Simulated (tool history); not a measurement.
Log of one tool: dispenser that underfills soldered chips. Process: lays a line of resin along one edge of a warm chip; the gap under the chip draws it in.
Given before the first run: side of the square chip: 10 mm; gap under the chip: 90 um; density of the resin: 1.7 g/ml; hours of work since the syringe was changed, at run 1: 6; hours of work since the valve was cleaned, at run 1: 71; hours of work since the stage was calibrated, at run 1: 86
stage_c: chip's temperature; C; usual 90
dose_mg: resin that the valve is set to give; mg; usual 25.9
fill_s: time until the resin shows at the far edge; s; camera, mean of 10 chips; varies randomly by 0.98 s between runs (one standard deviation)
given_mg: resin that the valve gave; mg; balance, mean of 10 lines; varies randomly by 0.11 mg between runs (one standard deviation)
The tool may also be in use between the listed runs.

run	hour	stage_c	dose_mg	hours of work since the syringe was changed	hours of work since the valve was cleaned	hours of work since the stage was calibrated	fill_s	given_mg
1	0	90	25.9	6	71	86	151.4	24.75
# hour 3.4: new syringe of resin
2	4.3	90	25.9	1	73	89	95.5	24.77
3	10.5	90	25.9	5	77	93	136.7	24.63
# hour 15.9: new syringe of resin
4	15.9	90	25.9	0	81	96	94.9	24.68
5	22.7	90	25.9	4	85	100	132.3	24.75
# hour 25.5: dispensing valve cleaned and set on the balance
# hour 29.6: new syringe of resin
6	30.3	90	25.9	0	3	104	94.8	25.89
7	34	83	25.9	3	5	107	156.7	25.59
8	41.1	103	29.1	7	10	111	100.6	28.81
# hour 42: new syringe of resin
9	45.6	102	32.9	2	12	114	66.9	32.74
10	53	102	32.9	7	17	119	100.7	32.34
# hour 54.7: new syringe of resin
11	59.2	100	25.7	3	21	122	76	25.22
12	66.4	100	25.7	8	26	127	112.6	25.24
# hour 67.1: new syringe of resin
13	73.2	100	25.7	4	30	131	84.2	25.09
14	76.6	100	25.7	6	32	133	103.1	25.18

What if the next run were any one of these 3? Each begins from the tool's condition after run 14:
# hour 79.4: new syringe of resin
A	81.5	79	26.8	1	35	136	?	?
# hour 79.4: new syringe of resin
B	81.5	104	27.2	1	35	136	?	?
# hour 79.4: new syringe of resin
C	81.5	90	22.9	1	35	136	?	?

run	fill_s	given_mg
A	160.1	26.07
B	57	26.66
C	101.8	22.48
Had the tool no hidden state, the same runs would have come out as:
run	fill_s	given_mg
A	149.6	26.7
B	53	27.3
C	94.7	23.02
